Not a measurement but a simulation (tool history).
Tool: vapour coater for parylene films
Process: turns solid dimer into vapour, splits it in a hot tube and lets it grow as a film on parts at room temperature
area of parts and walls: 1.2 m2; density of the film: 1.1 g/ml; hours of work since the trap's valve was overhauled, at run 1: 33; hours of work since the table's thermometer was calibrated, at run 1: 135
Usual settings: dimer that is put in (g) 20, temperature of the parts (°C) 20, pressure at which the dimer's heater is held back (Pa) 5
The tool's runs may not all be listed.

| run | day | dimer that is put in (g) | temperature of the parts (°C) | pressure at which the dimer's heater is held back (Pa) | hours of work since the trap's valve was overhauled | hours of work since the table's thermometer was calibrated | thickness of the film (µm) |
|---|---|---|---|---|---|---|---|
| 1 | 0 | 20 | 20 | 5 | 33 | 135 | 7.62 |
| 2 | 0.846 | 20 | 20 | 5 | 44 | 147 | 7.64 |
| 3 | 1.533 | 20 | 20 | 5 | 53 | 156 | 7.59 |
| 4 | 1.946 | 20 | 20 | 5 | 59 | 161 | 7.47 |
| 5 | 2.596 | 20 | 20 | 5 | 68 | 170 | 7.69 |
|  | 2.675 | table's thermometer calibrated |
| 6 | 3.271 | 20 | 20 | 5 | 76 | 8 | 7.61 |
| 7 | 4.142 | 24 | 17 | 5 | 88 | 20 | 10.43 |
| 8 | 4.612 | 26 | 17 | 2.93 | 94 | 26 | 12.58 |
| 9 | 4.962 | 20 | 20 | 6.92 | 99 | 31 | 7.11 |
| 10 | 5.333 | 29 | 15 | 4.14 | 104 | 36 | 14.18 |
| 11 | 5.729 | 27 | 31 | 4.28 | 109 | 41 | 6.52 |

3 ways to go on from here, each from the tool as it stands after run 11. What would each give?
|  | 6.008 | table's thermometer calibrated, once more |
| A | 6.512 | 15 | 22 | 5 | 120 | 7 | ? |
|  | 6.008 | table's thermometer calibrated, once more |
| B | 6.512 | 20 | 25 | 5 | 120 | 7 | ? |
|  | 6.008 | table's thermometer calibrated, once more |
| C | 6.512 | 27 | 15 | 4.28 | 120 | 7 | ? |

| run | thickness of the film (µm) |
|---|---|
| A | 5.14 |
| B | 5.97 |
| C | 12.95 |
Without the tool's hidden state the same runs would have given:
| run | thickness of the film (µm) |
|---|---|
| A | 5.22 |
| B | 6.06 |
| C | 13.16 |
